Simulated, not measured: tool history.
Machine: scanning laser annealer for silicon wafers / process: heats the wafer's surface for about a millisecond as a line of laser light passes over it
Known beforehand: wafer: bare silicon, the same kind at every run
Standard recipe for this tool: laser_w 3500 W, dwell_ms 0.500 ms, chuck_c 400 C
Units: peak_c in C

Run 1, day 0.000: usual settings. Result: peak_c 1226 C.
Run 2, day 0.771: usual settings. Result: peak_c 1227 C.
Run 3, day 1.538: usual settings but laser_w 3713 W. Result: peak_c 1279 C.
Run 4, day 2.304: usual settings but laser_w 3713 W, dwell_ms 0.393 ms. Result: peak_c 1173 C.
Run 5, day 3.154: usual settings but chuck_c 434 C. Result: peak_c 1260 C.
Run 6, day 3.888: usual settings but chuck_c 434 C. Result: peak_c 1255 C.
Run 7, day 4.479: usual settings but chuck_c 434 C. Result: peak_c 1255 C.
Run 8, day 4.992: usual settings but dwell_ms 0.516 ms, chuck_c 434 C. Result: peak_c 1271 C.
Run 9, day 5.638: usual settings but dwell_ms 0.516 ms, chuck_c 434 C. Result: peak_c 1268 C.
Run 10, day 6.508: usual settings but dwell_ms 0.516 ms, chuck_c 434 C. Result: peak_c 1265 C.
Run 11, day 7.121: usual settings but dwell_ms 0.516 ms, chuck_c 434 C. Result: peak_c 1262 C.
Run 12, day 7.767: usual settings but dwell_ms 0.516 ms, chuck_c 434 C. Result: peak_c 1261 C.
Run 13, day 8.604: usual settings. Result: peak_c 1214 C.
Run 14, day 9.433: usual settings but laser_w 3845 W, dwell_ms 0.505 ms, chuck_c 370 C. Result: peak_c 1278 C.
Run 15, day 9.958: usual settings but laser_w 3475 W, dwell_ms 0.473 ms, chuck_c 439 C. Result: peak_c 1219 C.
Run 16, day 10.371: usual settings but laser_w 3475 W, dwell_ms 0.473 ms, chuck_c 439 C. Result: peak_c 1222 C.
Run 17, day 11.275: usual settings but chuck_c 391 C. Result: peak_c 1202 C.
Run 18, day 12.079: usual settings but chuck_c 391 C. Result: peak_c 1202 C.
Run 19, day 12.762: usual settings but laser_w 3564 W. Result: peak_c 1227 C.
Run 20, day 13.646: usual settings but laser_w 3849 W, dwell_ms 0.371 ms. Result: peak_c 1166 C.
Run 21, day 14.554: usual settings but dwell_ms 0.589 ms, chuck_c 406 C. Result: peak_c 1283 C.
Run 22, day 15.371: usual settings but laser_w 3596 W, chuck_c 373 C. Result: peak_c 1201 C.
Run 23, day 16.362: usual settings but laser_w 3596 W, chuck_c 373 C. Result: peak_c 1200 C.
Run 24, day 17.217: usual settings but laser_w 3647 W. Result: peak_c 1236 C.
Run 25, day 17.629: usual settings but laser_w 3780 W, chuck_c 378 C. Result: peak_c 1252 C.
Run 26, day 18.279: usual settings but chuck_c 406 C. Result: peak_c 1206 C.

Alternative continuations, all from the tool just after run 26; predict every row:
Run A, day 18.938: usual settings but laser_w 3148 W, dwell_ms 0.521 ms. Result: peak_c ?.
Run B, day 18.938: usual settings but laser_w 3074 W, dwell_ms 0.426 ms. Result: peak_c ?.
Run C, day 18.938: usual settings but laser_w 3049 W, dwell_ms 0.469 ms, chuck_c 394 C. Result: peak_c ?.

run  peak_c
  A    1122
  B    1032
  C    1051
What these runs would have given with no unlogged condition in the tool:
run  peak_c
  A    1152
  B    1058
  C    1078

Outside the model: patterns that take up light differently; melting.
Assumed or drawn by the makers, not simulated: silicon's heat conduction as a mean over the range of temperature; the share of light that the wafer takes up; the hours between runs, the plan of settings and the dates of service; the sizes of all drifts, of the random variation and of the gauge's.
